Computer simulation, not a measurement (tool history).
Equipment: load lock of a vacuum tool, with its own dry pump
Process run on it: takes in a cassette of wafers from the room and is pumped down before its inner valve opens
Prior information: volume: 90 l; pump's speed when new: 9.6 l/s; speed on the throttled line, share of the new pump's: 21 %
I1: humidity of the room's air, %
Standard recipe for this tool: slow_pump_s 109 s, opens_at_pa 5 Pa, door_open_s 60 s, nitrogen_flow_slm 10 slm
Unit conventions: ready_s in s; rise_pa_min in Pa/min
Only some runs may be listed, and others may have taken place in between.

Run 1, day 0: usual settings; I1 40.8. Result: ready_s 181 s, rise_pa_min 0.054 Pa/min.
Run 2, day 2.438: usual settings; I1 40.3. Result: ready_s 179 s, rise_pa_min 0.047 Pa/min.
Run 3, day 6.821: usual settings; I1 45.4. Result: ready_s 180.5 s, rise_pa_min 0.052 Pa/min.
Run 4, day 9.354: usual settings; I1 47.6. Result: ready_s 180.5 s, rise_pa_min 0.056 Pa/min.
Run 5, day 13.908: usual settings; I1 46.7. Result: ready_s 180.7 s, rise_pa_min 0.052 Pa/min.
Run 6, day 17.3: usual settings; I1 45.6. Result: ready_s 180.9 s, rise_pa_min 0.051 Pa/min.
Run 7, day 21.996: usual settings; I1 41.3. Result: ready_s 180.5 s, rise_pa_min 0.044 Pa/min.
Run 8, day 26.079: usual settings; I1 48.6. Result: ready_s 180.3 s, rise_pa_min 0.057 Pa/min.
Run 9, day 31.208: usual settings; I1 46.3. Result: ready_s 182.3 s, rise_pa_min 0.057 Pa/min.
Run 10, day 35.129: usual settings but slow_pump_s 80 s; I1 45.8. Result: ready_s 157.6 s, rise_pa_min 0.056 Pa/min.
Run 11, day 37.546: usual settings but slow_pump_s 80 s; I1 46.5. Result: ready_s 157.9 s, rise_pa_min 0.055 Pa/min.
Run 12, day 40.146: usual settings but slow_pump_s 80 s; I1 45.8. Result: ready_s 158.9 s, rise_pa_min 0.055 Pa/min.
Run 13, day 44.225: usual settings but nitrogen_flow_slm 41 slm; I1 49. Result: ready_s 181.6 s, rise_pa_min 0.036 Pa/min.
Run 14, day 48.754: usual settings but door_open_s 74 s, nitrogen_flow_slm 6 slm; I1 45.7. Result: ready_s 181.1 s, rise_pa_min 0.067 Pa/min.
Run 15, day 51.079: usual settings but slow_pump_s 80 s, door_open_s 29 s; I1 43.2. Result: ready_s 156.9 s, rise_pa_min 0.034 Pa/min.
Run 16, day 53.342: usual settings but slow_pump_s 74 s, opens_at_pa 7 Pa, door_open_s 26 s, nitrogen_flow_slm 16 slm; I1 46.1. Result: ready_s 149.3 s, rise_pa_min 0.029 Pa/min.
Run 17, day 56.738: usual settings but slow_pump_s 70 s, opens_at_pa 8 Pa, door_open_s 127 s, nitrogen_flow_slm 22 slm; I1 46.2. Result: ready_s 146 s, rise_pa_min 0.08 Pa/min.
Run 18, day 60.7: usual settings but slow_pump_s 115 s, opens_at_pa 8 Pa, door_open_s 30 s, nitrogen_flow_slm 35 slm; I1 43.1. Result: ready_s 182.2 s, rise_pa_min 0.028 Pa/min.
Run 19, day 65.779: usual settings but slow_pump_s 115 s, opens_at_pa 8 Pa, door_open_s 205 s, nitrogen_flow_slm 35 slm; I1 45.8. Result: ready_s 183.1 s, rise_pa_min 0.093 Pa/min.
Run 20, day 68.821: usual settings but slow_pump_s 56 s, opens_at_pa 7 Pa, door_open_s 66 s, nitrogen_flow_slm 13 slm; I1 44.7. Result: ready_s 136.7 s, rise_pa_min 0.051 Pa/min.
Run 21, day 74.029: usual settings but slow_pump_s 71 s, door_open_s 205 s, nitrogen_flow_slm 6 slm; I1 44.1. Result: ready_s 152.9 s, rise_pa_min 0.137 Pa/min.
Run 22, day 79.117: usual settings but slow_pump_s 71 s, door_open_s 205 s, nitrogen_flow_slm 6 slm; I1 47.6. Result: ready_s 153 s, rise_pa_min 0.152 Pa/min.
Run 23, day 82.704: usual settings but slow_pump_s 146 s; I1 45. Result: ready_s 212.4 s, rise_pa_min 0.058 Pa/min.
Run 24, day 85.342: usual settings but opens_at_pa 7 Pa, nitrogen_flow_slm 14 slm; I1 47. Result: ready_s 179 s, rise_pa_min 0.056 Pa/min.
Run 25, day 87.783: usual settings but opens_at_pa 10 Pa, nitrogen_flow_slm 7 slm; I1 46.8. Result: ready_s 175.9 s, rise_pa_min 0.059 Pa/min.
Run 26, day 92.742: usual settings but opens_at_pa 10 Pa, nitrogen_flow_slm 7 slm; I1 40.4. Result: ready_s 175.5 s, rise_pa_min 0.054 Pa/min.

Each row is a separate what-if for the run after 26, all from the same tool condition, not one after another. Results?
Run A, day 96.617: usual settings but slow_pump_s 71 s, opens_at_pa 10 Pa, nitrogen_flow_slm 37 slm; I1 46.5. Result: ready_s ?, rise_pa_min ?.
Run B, day 96.617: usual settings; I1 46.3. Result: ready_s ?, rise_pa_min ?.
Run C, day 96.617: usual settings but opens_at_pa 6 Pa, door_open_s 49 s, nitrogen_flow_slm 11 slm; I1 46.5. Result: ready_s ?, rise_pa_min ?.
Run D, day 96.617: usual settings but slow_pump_s 131 s, opens_at_pa 8 Pa, door_open_s 74 s, nitrogen_flow_slm 7 slm; I1 44. Result: ready_s ?, rise_pa_min ?.
Run E, day 96.617: usual settings; I1 42.4. Result: ready_s ?, rise_pa_min ?.

run  ready_s  rise_pa_min
  A    145.5        0.042
  B    182.7        0.058
  C    181.5        0.052
  D    194.8         0.07
  E    183.5        0.056
The same runs, with their run-to-run variation unchanged, on a tool lacking any hidden condition would have given:
run  ready_s  rise_pa_min
  A    142.7        0.034
  B    179.7         0.05
  C    178.8        0.044
  D    192.4        0.062
  E    180.5        0.049
